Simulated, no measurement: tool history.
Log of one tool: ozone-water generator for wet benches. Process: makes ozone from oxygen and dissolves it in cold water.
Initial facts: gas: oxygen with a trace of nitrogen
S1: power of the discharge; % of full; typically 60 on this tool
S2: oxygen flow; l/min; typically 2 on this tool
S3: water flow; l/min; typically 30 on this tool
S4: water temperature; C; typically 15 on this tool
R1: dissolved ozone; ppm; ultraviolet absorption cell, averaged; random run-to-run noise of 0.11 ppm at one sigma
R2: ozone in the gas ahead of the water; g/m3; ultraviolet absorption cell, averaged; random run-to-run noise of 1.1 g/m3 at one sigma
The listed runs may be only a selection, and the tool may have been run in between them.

{"run": 1, "hour": 0.0, "S1": 60, "S2": 2, "S3": 30, "S4": 15, "R1": 8, "R2": 207.3}
{"run": 2, "hour": 42.8, "S1": 60, "S2": 2, "S3": 32, "S4": 15, "R1": 7.5, "R2": 206.2}
{"run": 3, "hour": 83.4, "S1": 60, "S2": 2, "S3": 32, "S4": 10, "R1": 7.5, "R2": 206.7}
{"run": 4, "hour": 124.7, "S1": 60, "S2": 2, "S3": 32, "S4": 10, "R1": 7.7, "R2": 206.6}
{"run": 5, "hour": 165.3, "S1": 60, "S2": 2, "S3": 32, "S4": 10, "R1": 7.7, "R2": 206.8}
{"run": 6, "hour": 196.3, "S1": 60, "S2": 2, "S3": 32, "S4": 10, "R1": 7.7, "R2": 206.4}
{"run": 7, "hour": 237.8, "S1": 60, "S2": 2, "S3": 32, "S4": 10, "R1": 7.7, "R2": 204.5}
{"run": 8, "hour": 284.1, "S1": 60, "S2": 2, "S3": 45, "S4": 15, "R1": 5, "R2": 205.6}
{"run": 9, "hour": 315.2, "S1": 60, "S2": 2, "S3": 45, "S4": 15, "R1": 5.1, "R2": 206}
{"run": 10, "hour": 354.7, "S1": 60, "S2": 2, "S3": 30, "S4": 15, "R1": 8, "R2": 206.3}
{"run": 11, "hour": 393.0, "S1": 60, "S2": 2, "S3": 30, "S4": 19, "R1": 8.1, "R2": 206.4}
{"run": 12, "hour": 414.8, "S1": 60, "S2": 1.36, "S3": 30, "S4": 15, "R1": 7.4, "R2": 261.8}
{"run": 13, "hour": 440.2, "S1": 60, "S2": 1.36, "S3": 30, "S4": 15, "R1": 7.4, "R2": 262.9}
{"run": 14, "hour": 477.8, "S1": 60, "S2": 1.36, "S3": 30, "S4": 15, "R1": 7.4, "R2": 263.3}
{"run": 15, "hour": 519.1, "S1": 60, "S2": 2, "S3": 30, "S4": 15, "R1": 8.1, "R2": 206}
{"run": 16, "hour": 541.5, "S1": 60, "S2": 1.9, "S3": 30, "S4": 15, "R1": 7.9, "R2": 212.9}
{"run": 17, "hour": 587.4, "S1": 60, "S2": 2, "S3": 31, "S4": 23, "R1": 7.4, "R2": 205.5}
{"run": 18, "hour": 618.8, "S1": 60, "S2": 2, "S3": 31, "S4": 23, "R1": 7.5, "R2": 205.5}
{"run": 19, "hour": 663.0, "S1": 42, "S2": 2, "S3": 30, "S4": 15, "R1": 6.2, "R2": 152.3}
{"run": 20, "hour": 690.6, "S1": 58, "S2": 1.38, "S3": 24, "S4": 15, "R1": 9.2, "R2": 253.2}
{"run": 21, "hour": 726.9, "S1": 58, "S2": 1.38, "S3": 24, "S4": 15, "R1": 9.3, "R2": 255}
{"run": 22, "hour": 759.9, "S1": 58, "S2": 1.38, "S3": 24, "S4": 15, "R1": 9.3, "R2": 251.1}
{"run": 23, "hour": 784.0, "S1": 65, "S2": 2.91, "S3": 43, "S4": 10, "R1": 6.4, "R2": 173.6}
{"run": 24, "hour": 820.4, "S1": 65, "S2": 2.91, "S3": 43, "S4": 10, "R1": 6.3, "R2": 174.6}
{"run": 25, "hour": 841.0, "S1": 60, "S2": 3.41, "S3": 38, "S4": 15, "R1": 6.8, "R2": 148.2}
{"run": 26, "hour": 869.2, "S1": 60, "S2": 3.59, "S3": 38, "S4": 15, "R1": 7, "R2": 141.9}
{"run": 27, "hour": 897.4, "S1": 60, "S2": 1.3, "S3": 43, "S4": 15, "R1": 4.7, "R2": 268.7}
{"run": 28, "hour": 938.4, "S1": 60, "S2": 1.3, "S3": 43, "S4": 15, "R1": 4.8, "R2": 270.5}
{"run": 29, "hour": 970.1, "S1": 80, "S2": 2, "S3": 25, "S4": 15, "R1": 12.4, "R2": 263.4}

Here are 4 independent what-if runs from the current tool condition. What would each one return?
{"run": "A", "hour": 1001.0, "S1": 49, "S2": 1.06, "S3": 27, "S4": 15, "R1": "?", "R2": "?"}
{"run": "B", "hour": 1001.0, "S1": 80, "S2": 2, "S3": 47, "S4": 10, "R1": "?", "R2": "?"}
{"run": "C", "hour": 1001.0, "S1": 80, "S2": 2, "S3": 25, "S4": 22, "R1": "?", "R2": "?"}
{"run": "D", "hour": 1001.0, "S1": 80, "S2": 2, "S3": 25, "S4": 8, "R1": "?", "R2": "?"}

run=A R1=6.6 R2=256.9
run=B R1=6.2 R2=263.4
run=C R1=12 R2=260.8
run=D R1=13 R2=262.3
Take away the tool's hidden state, keep each run's random variation, and the runs would have read:
run=A R1=6.6 R2=256.9
run=B R1=6.2 R2=263.4
run=C R1=12 R2=260.9
run=D R1=13 R2=262.3
